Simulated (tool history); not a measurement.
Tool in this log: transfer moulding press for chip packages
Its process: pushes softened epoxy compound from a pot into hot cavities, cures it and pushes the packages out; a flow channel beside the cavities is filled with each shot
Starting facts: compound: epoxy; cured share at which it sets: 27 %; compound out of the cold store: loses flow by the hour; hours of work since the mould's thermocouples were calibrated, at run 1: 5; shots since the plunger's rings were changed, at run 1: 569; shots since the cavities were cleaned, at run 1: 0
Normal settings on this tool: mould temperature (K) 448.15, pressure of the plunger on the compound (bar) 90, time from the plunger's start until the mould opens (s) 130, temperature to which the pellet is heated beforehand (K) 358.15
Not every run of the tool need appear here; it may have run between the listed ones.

run,hour,mould temperature (K),pressure of the plunger on the compound (bar),time from the plunger's start until the mould opens (s),temperature to which the pellet is heated beforehand (K),hours of work since the mould's thermocouples were calibrated,shots since the plunger's rings were changed,shots since the cavities were cleaned,incoming compound's hours out of the cold store,length that the compound runs in the flow channel (mm),greatest force on the pins that push the packages out (N)
1,0,448.15,90,130,358.15,5,569,0,46.1,550,550
2,70.3,448.15,90,130,358.15,59,1389,820,40.8,574,1080
# hour 91.9: cavities cleaned with cleaning compound and waxed
3,111.1,448.15,74.8,130,358.15,89,1846,223,40.9,511,787
# hour 178.8: cavities cleaned with cleaning compound and waxed
4,182.7,448.15,74.8,130,358.15,142,2664,45,21.5,601,628
5,258.1,448.15,74.8,130,358.15,200,3543,924,41.4,502,1159
# hour 267.4: cavities cleaned with cleaning compound and waxed
6,303.2,448.15,74.8,130,358.15,233,4051,417,31.7,535,945
7,346.2,448.15,90,130,358.15,266,4553,919,46.3,509,1111
# hour 355.2: cavities cleaned with cleaning compound and waxed
8,392.8,447.15,90,130,358.15,301,5078,439,23.6,622,1093
# hour 449.4: cavities cleaned with cleaning compound and waxed
9,456,447.15,90,130,358.15,348,5797,77,12,675,737
# hour 516.6: plunger's sealing rings changed
10,534.6,448.15,90,130,366.15,406,210,964,25.3,660,1148
# hour 540.7: cavities cleaned with cleaning compound and waxed
11,576.1,448.15,90,130,366.15,437,676,412,36,598,883
# hour 627.9: cavities cleaned with cleaning compound and waxed
12,653.7,448.15,90,130,358.15,495,1563,301,25.2,656,896
13,699.6,448.15,90,130,349.15,530,2098,836,36.1,583,1141
# hour 716.3: cavities cleaned with cleaning compound and waxed
14,746,448.15,90,130,349.15,564,2621,346,44.3,543,915
15,785.6,448.15,96.5,130,362.15,595,3083,808,25,659,1169
# hour 803.1: cavities cleaned with cleaning compound and waxed
16,854.3,448.15,90,170,358.15,646,3866,596,40.5,552,829
# hour 890.7: cavities cleaned with cleaning compound and waxed
17,903.7,448.15,90,170,358.15,683,4424,151,39,558,526
18,949.7,448.15,90,170,358.15,718,4961,688,23.6,618,833
# hour 979.8: cavities cleaned with cleaning compound and waxed
19,1041.5,448.15,98.6,135,366.15,787,6013,720,23.7,625,1079
# hour 1047.8: mould's thermocouples calibrated
# hour 1072.5: cavities cleaned with cleaning compound and waxed
# hour 1090.1: plunger's sealing rings changed
20,1123.2,448.15,90,130,358.15,55,386,562,14.6,719,1148
# hour 1163.6: cavities cleaned with cleaning compound and waxed
21,1196.3,448.15,90,130,358.15,109,1220,381,37.4,593,941
22,1242.6,448.15,90,154,363.15,145,1760,921,43.6,559,899
# hour 1255.6: cavities cleaned with cleaning compound and waxed
23,1333.2,446.15,90,154,363.15,213,2798,905,44.5,547,1041
# hour 1347.3: cavities cleaned with cleaning compound and waxed
24,1382.1,448.15,90,130,348.15,249,3351,406,23.2,645,1038
# hour 1397.6: mould's thermocouples calibrated, once more
# hour 1438.9: cavities cleaned with cleaning compound and waxed
25,1451.1,448.15,90,130,348.15,40,4114,143,44.7,522,699
# hour 1532.8: cavities cleaned with cleaning compound and waxed
26,1532.8,448.15,90,130,348.15,101,5049,0,10.4,691,618
27,1612.8,448.15,90,130,350.15,162,5981,932,32.4,565,1103

What if the next run were any one of these 4? Each begins from the tool's condition after run 27:
# hour 1626.6: cavities cleaned with cleaning compound and waxed
# hour 1657.4: plunger's sealing rings changed
A,1665.3,449.15,97.3,145,358.15,199,92,422,15,?,?
# hour 1626.6: cavities cleaned with cleaning compound and waxed
# hour 1657.4: plunger's sealing rings changed
B,1665.3,449.15,97.3,130,358.15,199,92,422,10.7,?,?
# hour 1626.6: cavities cleaned with cleaning compound and waxed
# hour 1657.4: plunger's sealing rings changed
C,1665.3,456.15,109.1,130,350.15,199,92,422,28.4,?,?
# hour 1626.6: cavities cleaned with cleaning compound and waxed
# hour 1657.4: plunger's sealing rings changed
D,1665.3,449.15,90,130,358.15,199,92,422,40,?,?

run,length that the compound runs in the flow channel (mm),greatest force on the pins that push the packages out (N)
A,749,787
B,777,945
C,704,725
D,583,839
Stripped of hidden state, with their random variation kept, the same runs would have yielded:
run,length that the compound runs in the flow channel (mm),greatest force on the pins that push the packages out (N)
A,751,476
B,779,573
C,707,436
D,585,508
